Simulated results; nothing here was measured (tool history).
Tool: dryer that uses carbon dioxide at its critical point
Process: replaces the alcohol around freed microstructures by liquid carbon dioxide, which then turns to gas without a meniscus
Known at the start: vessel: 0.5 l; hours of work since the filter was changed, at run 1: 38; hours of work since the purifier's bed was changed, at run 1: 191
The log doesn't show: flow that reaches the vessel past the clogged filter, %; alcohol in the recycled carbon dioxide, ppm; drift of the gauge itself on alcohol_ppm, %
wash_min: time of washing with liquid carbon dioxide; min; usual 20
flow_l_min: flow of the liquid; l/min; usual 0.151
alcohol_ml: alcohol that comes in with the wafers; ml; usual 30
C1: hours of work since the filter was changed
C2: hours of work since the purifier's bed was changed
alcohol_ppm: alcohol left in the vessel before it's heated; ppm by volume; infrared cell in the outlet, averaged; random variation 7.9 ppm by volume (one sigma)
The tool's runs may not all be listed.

Run 1, day 0.000: usual settings; C1 38; C2 191. Result: alcohol_ppm 470 ppm by volume.
Run 2, day 1.104: usual settings; C1 49; C2 202. Result: alcohol_ppm 474 ppm by volume.
Run 3, day 2.071: usual settings but alcohol_ml 50 ml; C1 58; C2 211. Result: alcohol_ppm 785 ppm by volume.
Run 4, day 2.667: usual settings but alcohol_ml 50 ml; C1 63; C2 216. Result: alcohol_ppm 788 ppm by volume.
Run 5, day 3.500: usual settings but alcohol_ml 50 ml; C1 71; C2 224. Result: alcohol_ppm 819 ppm by volume.
Run 6, day 4.058: usual settings but alcohol_ml 50 ml; C1 77; C2 229. Result: alcohol_ppm 811 ppm by volume.
Run 7, day 4.838: usual settings; C1 84; C2 237. Result: alcohol_ppm 511 ppm by volume.
Run 8, day 5.625: usual settings but flow_l_min 0.137 l/min; C1 91; C2 244. Result: alcohol_ppm 780 ppm by volume.
Run 9, day 6.679: usual settings but flow_l_min 0.137 l/min; C1 101; C2 254. Result: alcohol_ppm 812 ppm by volume.
Run 10, day 7.879: usual settings but flow_l_min 0.137 l/min; C1 112; C2 265. Result: alcohol_ppm 815 ppm by volume.
Run 11, day 9.100: usual settings but wash_min 14 min, flow_l_min 0.103 l/min, alcohol_ml 80 ml; C1 124; C2 277. Result: alcohol_ppm 17349 ppm by volume.
Run 12, day 10.071: usual settings but wash_min 24 min, flow_l_min 0.190 l/min; C1 133; C2 286. Result: alcohol_ppm 97 ppm by volume.
Run 13, day 10.933: usual settings but wash_min 22 min; C1 141; C2 294. Result: alcohol_ppm 367 ppm by volume.
Run 14, day 11.567: usual settings but wash_min 22 min; C1 147; C2 300. Result: alcohol_ppm 361 ppm by volume.
Run 15, day 12.575: usual settings but wash_min 19 min, alcohol_ml 21 ml; C1 157; C2 309. Result: alcohol_ppm 508 ppm by volume.
Run 16, day 13.454: usual settings but wash_min 19 min, alcohol_ml 21 ml; C1 165; C2 318. Result: alcohol_ppm 530 ppm by volume.

3 ways to go on from here, each from the tool as it stands after run 16. What would each give?
Run A, day 14.688: usual settings but wash_min 16 min; C1 176; C2 329. Result: alcohol_ppm ?.
Run B, day 14.688: usual settings but flow_l_min 0.134 l/min, alcohol_ml 37 ml; C1 176; C2 329. Result: alcohol_ppm ?.
Run C, day 14.688: usual settings but wash_min 14 min, alcohol_ml 34 ml; C1 176; C2 329. Result: alcohol_ppm ?.

run  alcohol_ppm
  A         1382
  B         1177
  C         2501
Without the tool's hidden state the same runs would have given:
run  alcohol_ppm
  A         1086
  B          900
  C         2054
